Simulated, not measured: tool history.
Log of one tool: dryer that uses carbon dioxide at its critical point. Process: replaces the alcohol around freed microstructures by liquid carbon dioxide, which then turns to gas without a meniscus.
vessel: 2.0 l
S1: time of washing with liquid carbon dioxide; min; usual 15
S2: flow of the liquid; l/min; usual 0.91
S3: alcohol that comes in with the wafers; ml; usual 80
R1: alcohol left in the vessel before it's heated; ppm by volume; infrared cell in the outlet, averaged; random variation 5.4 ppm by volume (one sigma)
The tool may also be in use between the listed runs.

{"run": 1, "hour": 0.0, "S1": 15, "S2": 0.91, "S3": 80, "R1": 190}
{"run": 2, "hour": 51.5, "S1": 15, "S2": 0.91, "S3": 25, "R1": 74}
{"run": 3, "hour": 107.7, "S1": 24, "S2": 0.91, "S3": 80, "R1": 27}
{"run": 4, "hour": 162.9, "S1": 24, "S2": 0.91, "S3": 80, "R1": 39}
{"run": 5, "hour": 198.5, "S1": 24, "S2": 0.91, "S3": 80, "R1": 38}
{"run": 6, "hour": 238.3, "S1": 24, "S2": 0.91, "S3": 80, "R1": 35}
{"run": 7, "hour": 292.1, "S1": 24, "S2": 0.91, "S3": 80, "R1": 46}
{"run": 8, "hour": 351.2, "S1": 24, "S2": 0.91, "S3": 80, "R1": 45}
{"run": 9, "hour": 377.0, "S1": 24, "S2": 0.91, "S3": 80, "R1": 52}
{"run": 10, "hour": 434.5, "S1": 24, "S2": 0.91, "S3": 36, "R1": 54}
{"hour": 455.9, "done": "inlet filter changed"}
{"run": 11, "hour": 486.0, "S1": 20, "S2": 0.91, "S3": 80, "R1": 65}
{"run": 12, "hour": 528.7, "S1": 20, "S2": 0.91, "S3": 80, "R1": 62}
{"run": 13, "hour": 557.7, "S1": 15, "S2": 0.91, "S3": 80, "R1": 187}
{"run": 14, "hour": 584.0, "S1": 15, "S2": 0.91, "S3": 80, "R1": 192}
{"run": 15, "hour": 642.3, "S1": 15, "S2": 0.669, "S3": 80, "R1": 671}
{"run": 16, "hour": 683.7, "S1": 15, "S2": 0.669, "S3": 80, "R1": 671}
{"run": 17, "hour": 722.0, "S1": 15, "S2": 0.669, "S3": 80, "R1": 670}
{"run": 18, "hour": 764.0, "S1": 15, "S2": 1.031, "S3": 80, "R1": 130}
{"run": 19, "hour": 809.8, "S1": 15, "S2": 0.91, "S3": 80, "R1": 209}
{"run": 20, "hour": 846.5, "S1": 15, "S2": 0.91, "S3": 80, "R1": 210}
{"run": 21, "hour": 886.3, "S1": 9, "S2": 0.91, "S3": 80, "R1": 1449}
{"run": 22, "hour": 946.8, "S1": 9, "S2": 0.91, "S3": 80, "R1": 1476}
{"run": 23, "hour": 974.3, "S1": 10, "S2": 0.91, "S3": 80, "R1": 1035}
{"run": 24, "hour": 1004.6, "S1": 10, "S2": 0.91, "S3": 80, "R1": 1090}
{"run": 25, "hour": 1049.1, "S1": 21, "S2": 1.226, "S3": 80, "R1": 84}
{"run": 26, "hour": 1086.6, "S1": 9, "S2": 1.226, "S3": 80, "R1": 546}
{"run": 27, "hour": 1127.6, "S1": 9, "S2": 1.226, "S3": 80, "R1": 547}
{"run": 28, "hour": 1157.4, "S1": 21, "S2": 0.694, "S3": 21, "R1": 131}
{"run": 29, "hour": 1213.5, "S1": 21, "S2": 0.694, "S3": 21, "R1": 127}
{"run": 30, "hour": 1242.2, "S1": 13, "S2": 0.603, "S3": 21, "R1": 523}
{"run": 31, "hour": 1299.0, "S1": 17, "S2": 0.764, "S3": 80, "R1": 313}
{"run": 32, "hour": 1354.0, "S1": 17, "S2": 0.764, "S3": 80, "R1": 332}
{"run": 33, "hour": 1380.1, "S1": 17, "S2": 0.764, "S3": 80, "R1": 335}
{"run": 34, "hour": 1421.2, "S1": 17, "S2": 0.764, "S3": 80, "R1": 339}
{"run": 35, "hour": 1450.6, "S1": 19, "S2": 1.191, "S3": 93, "R1": 127}
{"run": 36, "hour": 1475.6, "S1": 19, "S2": 1.191, "S3": 93, "R1": 119}
{"run": 37, "hour": 1502.0, "S1": 16, "S2": 0.91, "S3": 40, "R1": 172}
{"run": 38, "hour": 1534.3, "S1": 11, "S2": 1.07, "S3": 94, "R1": 552}
{"run": 39, "hour": 1569.4, "S1": 11, "S2": 1.07, "S3": 94, "R1": 591}
{"run": 40, "hour": 1602.9, "S1": 9, "S2": 0.592, "S3": 27, "R1": 1711}

The next listed run, before its measurement:
{"run": 41, "hour": 1661.7, "S1": 9, "S2": 0.592, "S3": 27, "R1": "?"}

{"run 41": {"R1": 1740}}
Without the tool's hidden state the same run would have given R1 1406 ppm by volume.

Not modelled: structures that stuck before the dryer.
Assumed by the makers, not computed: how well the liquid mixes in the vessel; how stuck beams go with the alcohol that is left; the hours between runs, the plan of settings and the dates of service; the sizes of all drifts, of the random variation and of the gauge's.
